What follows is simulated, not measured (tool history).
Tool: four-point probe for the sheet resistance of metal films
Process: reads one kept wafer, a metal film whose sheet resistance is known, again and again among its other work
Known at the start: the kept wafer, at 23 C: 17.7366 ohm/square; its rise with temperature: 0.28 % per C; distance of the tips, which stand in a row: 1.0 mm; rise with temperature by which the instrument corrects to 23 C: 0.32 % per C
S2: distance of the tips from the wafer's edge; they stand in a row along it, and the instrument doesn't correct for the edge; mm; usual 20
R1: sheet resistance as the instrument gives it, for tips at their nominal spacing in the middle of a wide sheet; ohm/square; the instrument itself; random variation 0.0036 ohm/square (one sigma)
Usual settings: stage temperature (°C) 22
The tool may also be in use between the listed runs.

{"run": 1, "hour": 0.0, "stage temperature (°C)": 22, "S2": 20, "R1": 17.631304}
{"run": 2, "hour": 114.7, "stage temperature (°C)": 22, "S2": 20, "R1": 17.629242}
{"run": 3, "hour": 187.2, "stage temperature (°C)": 22, "S2": 20, "R1": 17.637857}
{"run": 4, "hour": 299.4, "stage temperature (°C)": 22, "S2": 19, "R1": 17.630295}
{"run": 5, "hour": 392.5, "stage temperature (°C)": 22, "S2": 54, "R1": 17.601874}
{"run": 6, "hour": 478.0, "stage temperature (°C)": 22, "S2": 35, "R1": 17.609476}
{"hour": 544.1, "done": "stage's thermometer calibrated"}
{"run": 7, "hour": 614.2, "stage temperature (°C)": 22, "S2": 35, "R1": 17.58872}
{"run": 8, "hour": 717.8, "stage temperature (°C)": 22, "S2": 35, "R1": 17.580859}
{"run": 9, "hour": 859.4, "stage temperature (°C)": 22, "S2": 19, "R1": 17.595762}
{"run": 10, "hour": 941.6, "stage temperature (°C)": 27, "S2": 20, "R1": 17.554254}
{"run": 11, "hour": 1020.8, "stage temperature (°C)": 35, "S2": 20, "R1": 17.504563}
{"run": 12, "hour": 1104.1, "stage temperature (°C)": 21, "S2": 20, "R1": 17.598312}
{"hour": 1146.7, "done": "stage's thermometer calibrated, once more"}
{"run": 13, "hour": 1173.0, "stage temperature (°C)": 21, "S2": 20, "R1": 17.660255}
{"run": 14, "hour": 1311.5, "stage temperature (°C)": 23, "S2": 20, "R1": 17.642579}
{"run": 15, "hour": 1409.9, "stage temperature (°C)": 23, "S2": 20, "R1": 17.635522}
{"run": 16, "hour": 1513.9, "stage temperature (°C)": 22, "S2": 20, "R1": 17.647757}
{"run": 17, "hour": 1628.4, "stage temperature (°C)": 22, "S2": 20, "R1": 17.644865}
{"run": 18, "hour": 1760.3, "stage temperature (°C)": 22, "S2": 20, "R1": 17.632964}
{"run": 19, "hour": 1848.7, "stage temperature (°C)": 22, "S2": 20, "R1": 17.635213}
{"run": 20, "hour": 1972.2, "stage temperature (°C)": 22, "S2": 20, "R1": 17.634815}
{"run": 21, "hour": 2050.3, "stage temperature (°C)": 22, "S2": 41, "R1": 17.61364}
{"run": 22, "hour": 2159.2, "stage temperature (°C)": 24, "S2": 41, "R1": 17.590629}
{"run": 23, "hour": 2291.2, "stage temperature (°C)": 24, "S2": 41, "R1": 17.588545}

The next listed run, before its measurement:
{"run": 24, "hour": 2382.8, "stage temperature (°C)": 24, "S2": 41, "R1": "?"}

Run 24 gave R1 17.587325 ohm/square.
Without the tool's hidden state the same run would have given R1 17.733004 ohm/square.
